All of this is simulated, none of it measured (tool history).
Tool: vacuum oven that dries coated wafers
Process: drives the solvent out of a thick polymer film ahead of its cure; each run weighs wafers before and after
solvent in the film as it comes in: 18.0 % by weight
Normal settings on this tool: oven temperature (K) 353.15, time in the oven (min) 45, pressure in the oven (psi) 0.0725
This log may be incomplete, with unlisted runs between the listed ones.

{"run": 1, "hour": 0.0, "oven temperature (K)": 353.15, "time in the oven (min)": 45, "pressure in the oven (psi)": 0.0725, "solvent left in the film (%)": 3.31}
{"run": 2, "hour": 9.2, "oven temperature (K)": 353.15, "time in the oven (min)": 45, "pressure in the oven (psi)": 0.0725, "solvent left in the film (%)": 3.5}
{"run": 3, "hour": 18.7, "oven temperature (K)": 353.15, "time in the oven (min)": 45, "pressure in the oven (psi)": 0.0725, "solvent left in the film (%)": 3.35}
{"run": 4, "hour": 26.6, "oven temperature (K)": 353.15, "time in the oven (min)": 45, "pressure in the oven (psi)": 0.0725, "solvent left in the film (%)": 3.3}
{"run": 5, "hour": 44.7, "oven temperature (K)": 353.15, "time in the oven (min)": 45, "pressure in the oven (psi)": 0.0725, "solvent left in the film (%)": 3.28}
{"run": 6, "hour": 59.8, "oven temperature (K)": 353.15, "time in the oven (min)": 45, "pressure in the oven (psi)": 0.2035, "solvent left in the film (%)": 3.59}
{"run": 7, "hour": 71.5, "oven temperature (K)": 348.15, "time in the oven (min)": 45, "pressure in the oven (psi)": 0.0725, "solvent left in the film (%)": 4.6}
{"run": 8, "hour": 80.1, "oven temperature (K)": 348.15, "time in the oven (min)": 45, "pressure in the oven (psi)": 0.0725, "solvent left in the film (%)": 4.71}
{"run": 9, "hour": 92.5, "oven temperature (K)": 348.15, "time in the oven (min)": 45, "pressure in the oven (psi)": 0.0725, "solvent left in the film (%)": 4.65}
{"run": 10, "hour": 105.0, "oven temperature (K)": 348.15, "time in the oven (min)": 45, "pressure in the oven (psi)": 0.0725, "solvent left in the film (%)": 4.65}
{"run": 11, "hour": 114.6, "oven temperature (K)": 348.15, "time in the oven (min)": 45, "pressure in the oven (psi)": 0.0725, "solvent left in the film (%)": 4.59}
{"run": 12, "hour": 127.4, "oven temperature (K)": 353.15, "time in the oven (min)": 45, "pressure in the oven (psi)": 0.0725, "solvent left in the film (%)": 3.27}
{"run": 13, "hour": 145.3, "oven temperature (K)": 353.15, "time in the oven (min)": 45, "pressure in the oven (psi)": 0.0725, "solvent left in the film (%)": 3.24}
{"run": 14, "hour": 152.8, "oven temperature (K)": 353.15, "time in the oven (min)": 45, "pressure in the oven (psi)": 0.0574, "solvent left in the film (%)": 3.2}
{"run": 15, "hour": 162.1, "oven temperature (K)": 353.15, "time in the oven (min)": 45, "pressure in the oven (psi)": 0.0574, "solvent left in the film (%)": 3.31}
{"hour": 165.3, "done": "oven's thermocouples calibrated"}
{"run": 16, "hour": 173.4, "oven temperature (K)": 353.15, "time in the oven (min)": 45, "pressure in the oven (psi)": 0.0574, "solvent left in the film (%)": 3.08}
{"run": 17, "hour": 184.9, "oven temperature (K)": 353.15, "time in the oven (min)": 45, "pressure in the oven (psi)": 0.0574, "solvent left in the film (%)": 3.26}
{"run": 18, "hour": 200.4, "oven temperature (K)": 353.15, "time in the oven (min)": 45, "pressure in the oven (psi)": 0.0574, "solvent left in the film (%)": 3.1}
{"hour": 209.1, "done": "oven's thermocouples calibrated, once more"}
{"run": 19, "hour": 212.8, "oven temperature (K)": 353.15, "time in the oven (min)": 45, "pressure in the oven (psi)": 0.0574, "solvent left in the film (%)": 3.38}
{"run": 20, "hour": 224.0, "oven temperature (K)": 346.15, "time in the oven (min)": 44, "pressure in the oven (psi)": 0.0612, "solvent left in the film (%)": 5.41}
{"run": 21, "hour": 237.7, "oven temperature (K)": 353.15, "time in the oven (min)": 25, "pressure in the oven (psi)": 0.1334, "solvent left in the film (%)": 6.57}
{"run": 22, "hour": 245.6, "oven temperature (K)": 353.15, "time in the oven (min)": 29, "pressure in the oven (psi)": 0.1569, "solvent left in the film (%)": 5.8}
{"run": 23, "hour": 258.7, "oven temperature (K)": 353.15, "time in the oven (min)": 29, "pressure in the oven (psi)": 0.1569, "solvent left in the film (%)": 5.77}
{"run": 24, "hour": 272.8, "oven temperature (K)": 353.15, "time in the oven (min)": 29, "pressure in the oven (psi)": 0.1569, "solvent left in the film (%)": 5.8}
{"run": 25, "hour": 284.7, "oven temperature (K)": 347.15, "time in the oven (min)": 29, "pressure in the oven (psi)": 0.1569, "solvent left in the film (%)": 7.6}
{"run": 26, "hour": 295.3, "oven temperature (K)": 347.15, "time in the oven (min)": 29, "pressure in the oven (psi)": 0.1569, "solvent left in the film (%)": 7.5}
{"run": 27, "hour": 313.0, "oven temperature (K)": 353.15, "time in the oven (min)": 37, "pressure in the oven (psi)": 0.1548, "solvent left in the film (%)": 4.55}
{"run": 28, "hour": 330.9, "oven temperature (K)": 353.15, "time in the oven (min)": 74, "pressure in the oven (psi)": 0.0989, "solvent left in the film (%)": 1.54}
{"run": 29, "hour": 346.0, "oven temperature (K)": 353.15, "time in the oven (min)": 74, "pressure in the oven (psi)": 0.0989, "solvent left in the film (%)": 1.5}
{"run": 30, "hour": 357.6, "oven temperature (K)": 346.15, "time in the oven (min)": 25, "pressure in the oven (psi)": 0.0725, "solvent left in the film (%)": 8.37}
{"run": 31, "hour": 367.2, "oven temperature (K)": 363.15, "time in the oven (min)": 47, "pressure in the oven (psi)": 0.0725, "solvent left in the film (%)": 1.2}
{"run": 32, "hour": 380.8, "oven temperature (K)": 343.15, "time in the oven (min)": 44, "pressure in the oven (psi)": 0.0448, "solvent left in the film (%)": 6.26}
{"run": 33, "hour": 395.9, "oven temperature (K)": 343.15, "time in the oven (min)": 44, "pressure in the oven (psi)": 0.0448, "solvent left in the film (%)": 6.32}
{"run": 34, "hour": 406.6, "oven temperature (K)": 359.15, "time in the oven (min)": 35, "pressure in the oven (psi)": 0.0448, "solvent left in the film (%)": 3.07}

Branching from run 34: 5 alternative next runs. What would each branch give?
{"run": "A", "hour": 417.7, "oven temperature (K)": 348.15, "time in the oven (min)": 25, "pressure in the oven (psi)": 0.0405, "solvent left in the film (%)": "?"}
{"run": "B", "hour": 417.7, "oven temperature (K)": 359.15, "time in the oven (min)": 45, "pressure in the oven (psi)": 0.1162, "solvent left in the film (%)": "?"}
{"run": "C", "hour": 417.7, "oven temperature (K)": 343.15, "time in the oven (min)": 33, "pressure in the oven (psi)": 0.2055, "solvent left in the film (%)": "?"}
{"run": "D", "hour": 417.7, "oven temperature (K)": 359.15, "time in the oven (min)": 35, "pressure in the oven (psi)": 0.0786, "solvent left in the film (%)": "?"}
{"run": "E", "hour": 417.7, "oven temperature (K)": 348.15, "time in the oven (min)": 45, "pressure in the oven (psi)": 0.0368, "solvent left in the film (%)": "?"}

run=A solvent_left_in_the_film_(%)=7.81
run=B solvent_left_in_the_film_(%)=2.10
run=C solvent_left_in_the_film_(%)=7.94
run=D solvent_left_in_the_film_(%)=3.08
run=E solvent_left_in_the_film_(%)=4.65
Without the tool's hidden state the same runs would have given:
run=A solvent_left_in_the_film_(%)=7.83
run=B solvent_left_in_the_film_(%)=2.10
run=C solvent_left_in_the_film_(%)=7.95
run=D solvent_left_in_the_film_(%)=3.09
run=E solvent_left_in_the_film_(%)=4.65
